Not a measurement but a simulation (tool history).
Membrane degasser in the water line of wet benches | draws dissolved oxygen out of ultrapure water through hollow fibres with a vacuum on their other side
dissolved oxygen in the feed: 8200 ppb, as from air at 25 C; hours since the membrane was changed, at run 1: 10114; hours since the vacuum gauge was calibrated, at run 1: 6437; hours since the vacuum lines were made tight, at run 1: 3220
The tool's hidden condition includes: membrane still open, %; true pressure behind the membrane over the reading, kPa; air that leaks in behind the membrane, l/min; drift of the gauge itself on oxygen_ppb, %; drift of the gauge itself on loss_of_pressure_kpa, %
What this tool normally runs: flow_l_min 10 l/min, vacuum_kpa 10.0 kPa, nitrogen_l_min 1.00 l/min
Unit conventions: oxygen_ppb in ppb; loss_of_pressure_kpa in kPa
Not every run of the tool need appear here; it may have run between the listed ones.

run,day,flow_l_min,vacuum_kpa,nitrogen_l_min,hours since the membrane was changed,hours since the vacuum gauge was calibrated,hours since the vacuum lines were made tight,oxygen_ppb,loss_of_pressure_kpa
1,0.000,10,10.0,1.00,10114,6437,3220,162.3,25.33
2,10.292,10,10.0,1.00,10361,6684,3467,162.3,25.06
# day 13.188: vacuum gauge calibrated
3,22.696,10,9.3,1.00,10659,228,3764,146.1,25.05
4,33.442,10,6.0,1.00,10916,486,4022,69.4,24.94
5,40.438,10,10.0,1.00,11084,654,4190,161.6,25.42
6,48.258,10,10.0,1.00,11272,842,4377,161.8,25.12
7,59.008,10,10.0,1.00,11530,1100,4635,161.7,25.50
8,67.042,10,10.0,1.00,11723,1292,4828,161.8,25.13
9,80.525,10,10.0,1.00,12046,1616,5152,162.3,25.33
10,94.838,10,10.0,1.00,12390,1960,5495,162.3,25.11
11,103.117,10,10.0,1.00,12589,2158,5694,161.6,25.41
12,113.404,10,10.0,1.00,12836,2405,5941,161.7,25.33
13,119.679,10,10.0,1.00,12986,2556,6091,161.0,25.25
14,128.362,8,10.0,1.28,13195,2764,6300,103.7,20.11
15,141.379,8,10.0,1.28,13507,3077,6612,104.2,20.02
16,154.058,12,10.0,2.13,13811,3381,6917,98.0,30.17
17,160.967,12,10.0,2.13,13977,3547,7082,98.0,30.17
18,171.517,12,10.0,2.13,14230,3800,7336,97.4,30.30
19,177.550,12,10.0,2.13,14375,3945,7480,98.3,30.41
20,192.092,12,10.0,2.13,14724,4294,7829,98.1,30.30
# day 196.938: seals of the vacuum lines changed
21,201.042,8,24.6,0.88,14937,4506,99,444.3,20.25
22,213.542,10,10.0,2.78,15237,4806,399,63.7,25.31

Forecast run 23:
23,222.454,14,24.0,0.49,15451,5020,612,?,?

{"run 23": {"oxygen_ppb": 1126.0, "loss_of_pressure_kpa": 35.45}}
Without the tool's hidden state the same run would have given oxygen_ppb 1125.8 ppb, loss_of_pressure_kpa 35.39 kPa.
